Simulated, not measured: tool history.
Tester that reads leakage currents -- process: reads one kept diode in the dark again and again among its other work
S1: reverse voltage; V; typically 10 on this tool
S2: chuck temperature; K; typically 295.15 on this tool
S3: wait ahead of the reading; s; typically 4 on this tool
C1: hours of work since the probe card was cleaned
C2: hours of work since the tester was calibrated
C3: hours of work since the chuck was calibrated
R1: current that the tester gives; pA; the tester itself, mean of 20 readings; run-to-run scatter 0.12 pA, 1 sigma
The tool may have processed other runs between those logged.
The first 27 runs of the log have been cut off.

| run | hour | S1 | S2 | S3 | C1 | C2 | C3 | R1 |
|---|---|---|---|---|---|---|---|---|
| 28 | 1696.8 | 4.2 | 298.15 | 2.85 | 2515 | 2024 | 1028 | 34.28 |
| 29 | 1769.5 | 2.8 | 295.15 | 4 | 2555 | 2063 | 1067 | 22.75 |
| 30 | 1838 | 2.8 | 295.15 | 4 | 2591 | 2100 | 1104 | 22.9 |
| 31 | 1892.3 | 1 | 319.15 | 8.76 | 2620 | 2129 | 1133 | 113.94 |
| 32 | 1977.2 | 1 | 319.15 | 8.76 | 2666 | 2175 | 1179 | 113.23 |
| 33 | 2026.4 | 1 | 319.15 | 8.76 | 2692 | 2201 | 1205 | 113.5 |
| 34 | 2090.5 | 2.5 | 295.15 | 2.32 | 2727 | 2236 | 1240 | 21.96 |
| 35 | 2128.3 | 2.7 | 310.15 | 1.46 | 2747 | 2256 | 1260 | 79.68 |
| 36 | 2171.6 | 11.4 | 315.15 | 1.3 | 2770 | 2279 | 1283 | 197.81 |
| 37 | 2256.8 | 11.4 | 315.15 | 1.3 | 2816 | 2325 | 1329 | 198.21 |
| 38 | 2294.7 | 4 | 315.15 | 1.3 | 2837 | 2345 | 1349 | 135.87 |
| 39 | 2369.7 | 4 | 315.15 | 1.3 | 2877 | 2386 | 1390 | 136.14 |
| 40 | 2455.3 | 4 | 315.15 | 1.3 | 2923 | 2432 | 1436 | 136.04 |

Forecast each of these 4 alternatives for the next run:
| A | 2499.7 | 10 | 320.15 | 4 | 2947 | 2455 | 1459 | ? |
| B | 2499.7 | 3.1 | 315.15 | 0.37 | 2947 | 2455 | 1459 | ? |
| C | 2499.7 | 3.1 | 315.15 | 1.3 | 2947 | 2455 | 1459 | ? |
| D | 2499.7 | 4 | 315.15 | 1.13 | 2947 | 2455 | 1459 | ? |

| run | R1 |
|---|---|
| A | 276.97 |
| B | 125.23 |
| C | 124.24 |
| D | 136.65 |
What these runs would have given with no unlogged condition in the tool:
| run | R1 |
|---|---|
| A | 276.56 |
| B | 125.04 |
| C | 124.05 |
| D | 136.45 |
